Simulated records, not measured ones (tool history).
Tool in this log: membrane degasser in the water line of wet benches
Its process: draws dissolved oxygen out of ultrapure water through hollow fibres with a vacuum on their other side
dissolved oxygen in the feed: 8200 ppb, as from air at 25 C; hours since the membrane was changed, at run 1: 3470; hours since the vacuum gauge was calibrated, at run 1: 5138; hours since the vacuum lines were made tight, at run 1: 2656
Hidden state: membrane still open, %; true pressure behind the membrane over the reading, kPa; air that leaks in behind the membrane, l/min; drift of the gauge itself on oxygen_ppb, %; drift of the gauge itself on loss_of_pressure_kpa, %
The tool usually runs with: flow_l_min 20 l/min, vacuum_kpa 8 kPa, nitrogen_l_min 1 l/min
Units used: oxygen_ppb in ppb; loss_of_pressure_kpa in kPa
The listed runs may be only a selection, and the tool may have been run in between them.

run,hour,flow_l_min,vacuum_kpa,nitrogen_l_min,hours since the membrane was changed,hours since the vacuum gauge was calibrated,hours since the vacuum lines were made tight,oxygen_ppb,loss_of_pressure_kpa
1,0,20,8,1,3470,5138,2656,276.8,52.63
2,184.3,20,18.15,1,3655,5322,2840,672.9,52.27
3,314.2,29,18.15,1,3784,5452,2970,947.5,75.56
4,444.9,20,8,1,3915,5583,3100,275.9,52.32
5,535.2,20,8,1,4006,5673,3191,273,51.82
6,695.9,20,8,1,4166,5834,3351,274.6,51.58
7,857,20,8,1,4327,5995,3513,277.1,52.22
8,966,20,8,1,4436,6104,3622,280.9,52.06
9,1158.8,20,8,1,4629,6297,3814,277.1,51.58
10,1268.2,20,8,1,4739,6406,3924,276.7,52.19
11,1447.1,20,8,1,4917,6585,4103,277.4,51.57
12,1584.4,15,8,1,5055,6723,4240,204.1,39.03
# hour 1665.3: vacuum gauge calibrated
13,1775.7,15,8,1,5246,110,4431,204.3,38.62
14,1860.6,15,8,1,5330,195,4516,202.8,38.68
15,1959.9,15,8,1,5430,295,4615,202.1,38.77
16,2153.7,15,12.42,1,5624,488,4809,352.8,38.31
17,2260.2,20,13.17,1,5730,595,4915,482.4,51.84
18,2453.9,20,13.17,1,5924,789,5109,482.6,51.31
19,2598.6,17,11.55,1,6068,933,5254,357.5,43.61
20,2797.7,28,15.88,0.78,6268,1132,5453,940,72.14
# hour 2905.5: gauge calibrated
21,2918.9,28,15.88,0.78,6389,1254,5574,949.5,73.17
22,3018.3,15,15.88,0.48,6488,1353,5673,806,39.14
23,3201.2,12,9.02,0.41,6671,1536,5856,367,31.26
24,3395.5,14,12.91,1.62,6865,1730,6051,228.9,36.85
25,3590.3,14,12.91,1.62,7060,1925,6245,231.1,36.35
26,3688.7,21,15.52,1.77,7158,2023,6344,394.6,54.4
27,3890.8,14,15.52,0.65,7361,2225,6546,593.2,36.4
28,4092.9,14,15.52,0.65,7563,2428,6748,583,36.37
29,4287.9,20,8.28,1.83,7758,2623,6943,198.3,51.46
30,4396.1,31,6.03,1.52,7866,2731,7051,254.6,79.61
31,4530.6,31,6.03,1.52,8000,2865,7186,251.3,80.6
32,4686.2,20,16.88,2.87,8156,3021,7341,294.2,51.51

How would selected steps in loss_of_pressure_kpa from run to run divide? Give the signed amount a tool lacking its hidden state would still show from settings, what came in and random variation, and the signed amount left for the hidden state, including any gauge scatter that is not in both of the compared results.
Run 19 -> 20: flow_l_min 17 -> 28, vacuum_kpa 11.55 -> 15.88, nitrogen_l_min 1 -> 0.78. loss_of_pressure_kpa +28.53 kPa: hidden state -0.71, all else +29.24.
Run 20 -> 21: gauge calibrated. loss_of_pressure_kpa +1.03 kPa: hidden state +1.63, all else -0.6.
Run 21 -> 22: flow_l_min 28 -> 15, nitrogen_l_min 0.78 -> 0.48. loss_of_pressure_kpa -34.03 kPa: hidden state -0.04, all else -33.99.
Run 29 -> 30: flow_l_min 20 -> 31, vacuum_kpa 8.28 -> 6.03, nitrogen_l_min 1.83 -> 1.52. loss_of_pressure_kpa +28.15 kPa: hidden state -0.37, all else +28.52.
Run 31 -> 32: flow_l_min 31 -> 20, vacuum_kpa 6.03 -> 16.88, nitrogen_l_min 1.52 -> 2.87. loss_of_pressure_kpa -29.09 kPa: hidden state +0.3, all else -29.39.

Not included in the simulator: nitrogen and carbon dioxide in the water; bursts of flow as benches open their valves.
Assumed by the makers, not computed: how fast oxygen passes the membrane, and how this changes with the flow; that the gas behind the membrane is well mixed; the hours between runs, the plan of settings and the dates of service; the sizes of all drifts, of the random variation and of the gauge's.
